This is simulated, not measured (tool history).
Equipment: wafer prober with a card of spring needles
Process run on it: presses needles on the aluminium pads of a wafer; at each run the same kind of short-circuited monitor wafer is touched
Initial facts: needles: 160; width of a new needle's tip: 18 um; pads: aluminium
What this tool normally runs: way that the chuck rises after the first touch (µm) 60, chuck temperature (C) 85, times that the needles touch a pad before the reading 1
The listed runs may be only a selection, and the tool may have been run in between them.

run	day	way that the chuck rises after the first touch (µm)	chuck temperature (C)	times that the needles touch a pad before the reading	resistance of one needle with its contact and lead (mohm)	way that a needle slides on the pad (µm)
1	0.000	60	85	1	196	12.70
# day 0.417: tips cleaned on abrasive film
# day 0.833: tips cleaned on abrasive film
# day 1.188: tips cleaned on abrasive film
2	1.188	60	85	1	208	12.13
# day 1.604: tips cleaned on abrasive film
# day 2.021: tips cleaned on abrasive film
# day 2.438: tips cleaned on abrasive film
# day 2.854: tips cleaned on abrasive film
# day 3.271: tips cleaned on abrasive film
3	3.388	60	85	1	259	12.12
# day 3.638: tips cleaned on abrasive film
# day 4.054: tips cleaned on abrasive film
# day 4.471: tips cleaned on abrasive film
4	4.567	60	85	1	254	12.14
# day 4.817: tips cleaned on abrasive film
# day 5.233: tips cleaned on abrasive film
# day 5.650: tips cleaned on abrasive film
# day 6.067: tips cleaned on abrasive film
5	6.267	60	85	1	309	11.97
# day 6.438: tips cleaned on abrasive film
# day 6.771: tips cleaned on abrasive film
# day 7.188: tips cleaned on abrasive film
# day 7.521: tips cleaned on abrasive film
6	7.592	60	55	1	238	11.84
# day 7.762: tips cleaned on abrasive film, once more
# day 8.179: tips cleaned on abrasive film
# day 8.596: tips cleaned on abrasive film
# day 9.012: tips cleaned on abrasive film
# day 9.108: height of the first contact set anew
# day 9.358: tips cleaned on abrasive film
7	9.421	60	28	1	218	13.77
# day 9.754: tips cleaned on abrasive film
# day 10.092: tips cleaned on abrasive film
# day 10.508: tips cleaned on abrasive film
# day 10.921: tips cleaned on abrasive film
# day 11.338: tips cleaned on abrasive film
8	11.521	60	120	1	270	13.78
# day 11.692: tips cleaned on abrasive film
# day 12.025: tips cleaned on abrasive film
# day 12.442: tips cleaned on abrasive film
# day 12.858: tips cleaned on abrasive film
# day 13.275: tips cleaned on abrasive film
# day 13.692: tips cleaned on abrasive film
9	13.742	60	85	1	230	13.58
# day 14.075: tips cleaned on abrasive film
# day 14.412: tips cleaned on abrasive film
# day 14.829: tips cleaned on abrasive film
# day 15.162: tips cleaned on abrasive film
10	15.292	60	85	1	260	13.55
# day 15.542: tips cleaned on abrasive film
# day 15.875: tips cleaned on abrasive film
# day 16.292: tips cleaned on abrasive film
# day 16.708: tips cleaned on abrasive film
# day 17.042: tips cleaned on abrasive film
11	17.083	40	85	1	264	8.78
# day 17.417: tips cleaned on abrasive film
# day 17.833: tips cleaned on abrasive film
12	18.100	60	120	1	312	13.37
# day 18.188: tips cleaned on abrasive film
# day 18.604: tips cleaned on abrasive film
# day 19.021: tips cleaned on abrasive film
# day 19.438: tips cleaned on abrasive film
# day 19.854: tips cleaned on abrasive film
13	20.092	46	85	1	393	9.85
# day 20.258: tips cleaned on abrasive film
# day 20.675: tips cleaned on abrasive film
# day 21.092: tips cleaned on abrasive film
# day 21.438: tips cleaned on abrasive film
14	21.438	60	85	1	201	13.09
# day 21.854: tips cleaned on abrasive film
# day 22.188: tips cleaned on abrasive film
# day 22.604: tips cleaned on abrasive film
# day 22.938: tips cleaned on abrasive film
15	23.000	60	85	1	238	13.08
# day 23.333: tips cleaned on abrasive film
# day 23.750: tips cleaned on abrasive film
# day 24.167: tips cleaned on abrasive film
# day 24.583: tips cleaned on abrasive film
16	24.650	62	32	1	231	13.26
# day 24.983: tips cleaned on abrasive film
# day 25.400: tips cleaned on abrasive film
# day 25.817: tips cleaned on abrasive film
# day 26.233: tips cleaned on abrasive film
17	26.462	62	32	1	318	13.25
# day 26.629: tips cleaned on abrasive film
# day 27.046: tips cleaned on abrasive film
# day 27.425: tips cleaned on abrasive film
18	27.425	60	100	1	207	12.68
# day 27.842: tips cleaned on abrasive film
# day 28.258: tips cleaned on abrasive film
19	28.367	67	77	1	246	14.22
# day 28.621: tips cleaned on abrasive film
# day 28.954: tips cleaned on abrasive film
# day 29.371: tips cleaned on abrasive film
# day 29.788: tips cleaned on abrasive film
# day 30.204: tips cleaned on abrasive film
20	30.204	42	34	1	225	8.39
# day 30.538: tips cleaned on abrasive film
# day 30.954: tips cleaned on abrasive film
# day 31.371: tips cleaned on abrasive film
# day 31.704: tips cleaned on abrasive film
21	31.850	60	112	2	254	12.47
# day 32.100: tips cleaned on abrasive film
# day 32.517: tips cleaned on abrasive film
# day 32.933: tips cleaned on abrasive film
# day 33.350: tips cleaned on abrasive film
# day 33.767: tips cleaned on abrasive film
22	34.054	41	85	3	356	8.01
# day 34.142: tips cleaned on abrasive film
# day 34.558: tips cleaned on abrasive film
# day 34.892: tips cleaned on abrasive film
# day 34.904: height of the first contact set anew
# day 35.321: tips cleaned on abrasive film
23	35.408	41	85	3	243	9.65
# day 35.658: tips cleaned on abrasive film
# day 36.075: tips cleaned on abrasive film
# day 36.408: tips cleaned on abrasive film
# day 36.825: tips cleaned on abrasive film
# day 37.158: tips cleaned on abrasive film
24	37.212	41	85	3	230	9.37
# day 37.546: tips cleaned on abrasive film
# day 37.879: tips cleaned on abrasive film
# day 38.296: tips cleaned on abrasive film
# day 38.638: tips cleaned on abrasive film
25	38.638	75	102	2	188	17.18
# day 39.054: tips cleaned on abrasive film
# day 39.471: tips cleaned on abrasive film
26	39.650	77	85	1	255	17.55
# day 39.821: tips cleaned on abrasive film
# day 40.238: tips cleaned on abrasive film
# day 40.654: tips cleaned on abrasive film
27	40.667	72	114	1	207	16.22

Each row is a separate what-if for the run after 27, all from the same tool condition, not one after another. Results?
# day 41.000: tips cleaned on abrasive film
# day 41.417: tips cleaned on abrasive film
# day 41.750: tips cleaned on abrasive film
A	41.988	63	67	2	?	?
# day 41.000: tips cleaned on abrasive film
# day 41.417: tips cleaned on abrasive film
# day 41.750: tips cleaned on abrasive film
B	41.988	61	48	2	?	?
# day 41.000: tips cleaned on abrasive film
# day 41.417: tips cleaned on abrasive film
# day 41.750: tips cleaned on abrasive film
C	41.988	60	96	1	?	?

run	resistance of one needle with its contact and lead (mohm)	way that a needle slides on the pad (µm)
A	258	14.11
B	261	13.73
C	326	13.35
Take away the tool's hidden state, keep each run's random variation, and the runs would have read:
run	resistance of one needle with its contact and lead (mohm)	way that a needle slides on the pad (µm)
A	176	14.57
B	172	14.18
C	185	13.80

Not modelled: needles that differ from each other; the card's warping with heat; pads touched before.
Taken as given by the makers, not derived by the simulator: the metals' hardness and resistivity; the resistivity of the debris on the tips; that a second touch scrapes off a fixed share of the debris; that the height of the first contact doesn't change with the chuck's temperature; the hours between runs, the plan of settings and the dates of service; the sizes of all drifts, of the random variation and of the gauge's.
